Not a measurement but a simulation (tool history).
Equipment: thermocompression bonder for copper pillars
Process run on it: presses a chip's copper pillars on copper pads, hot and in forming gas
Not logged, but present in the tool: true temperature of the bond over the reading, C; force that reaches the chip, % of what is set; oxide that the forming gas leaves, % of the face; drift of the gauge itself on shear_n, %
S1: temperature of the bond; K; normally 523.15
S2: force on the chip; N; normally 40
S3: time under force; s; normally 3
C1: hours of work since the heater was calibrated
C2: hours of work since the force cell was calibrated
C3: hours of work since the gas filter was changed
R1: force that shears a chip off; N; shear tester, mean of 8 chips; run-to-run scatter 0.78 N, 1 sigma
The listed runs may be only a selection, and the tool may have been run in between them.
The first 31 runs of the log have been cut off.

run 32 hour=400.4 | S1=553.15 S2=43 S3=3 | C1=393 C2=521 C3=19 | R1=114.6
run 33 hour=411.9 | S1=530.15 S2=40 S3=6 | C1=398 C2=527 C3=25 | R1=111.9
run 34 hour=422.8 | S1=552.15 S2=46 S3=2 | C1=403 C2=532 C3=30 | R1=112.4
run 35 hour=431.1 | S1=552.15 S2=46 S3=2 | C1=407 C2=535 C3=33 | R1=111.1
run 36 hour=446.6 | S1=524.15 S2=27 S3=5 | C1=414 C2=542 C3=40 | R1=81
run 37 hour=456.2 | S1=524.15 S2=26 S3=3 | C1=418 C2=547 C3=45 | R1=69.2
run 38 hour=468.7 | S1=524.15 S2=40 S3=3 | C1=424 C2=552 C3=50 | R1=96.1
run 39 hour=478.2 | S1=530.15 S2=38 S3=2 | C1=428 C2=557 C3=55 | R1=89.1

Predict each of these 3 candidate next runs independently; none follows another, all start after run 39:
run A hour=493.8 | S1=526.15 S2=37 S3=3 | C1=435 C2=564 C3=62 | R1=?
run B hour=493.8 | S1=514.15 S2=40 S3=3 | C1=435 C2=564 C3=62 | R1=?
run C hour=493.8 | S1=544.15 S2=40 S3=3 | C1=435 C2=564 C3=62 | R1=?

run=A R1=93.1
run=B R1=90
run=C R1=108.7
Stripped of hidden state, with their random variation kept, the same runs would have yielded:
run=A R1=89.5
run=B R1=86.1
run=C R1=106.3
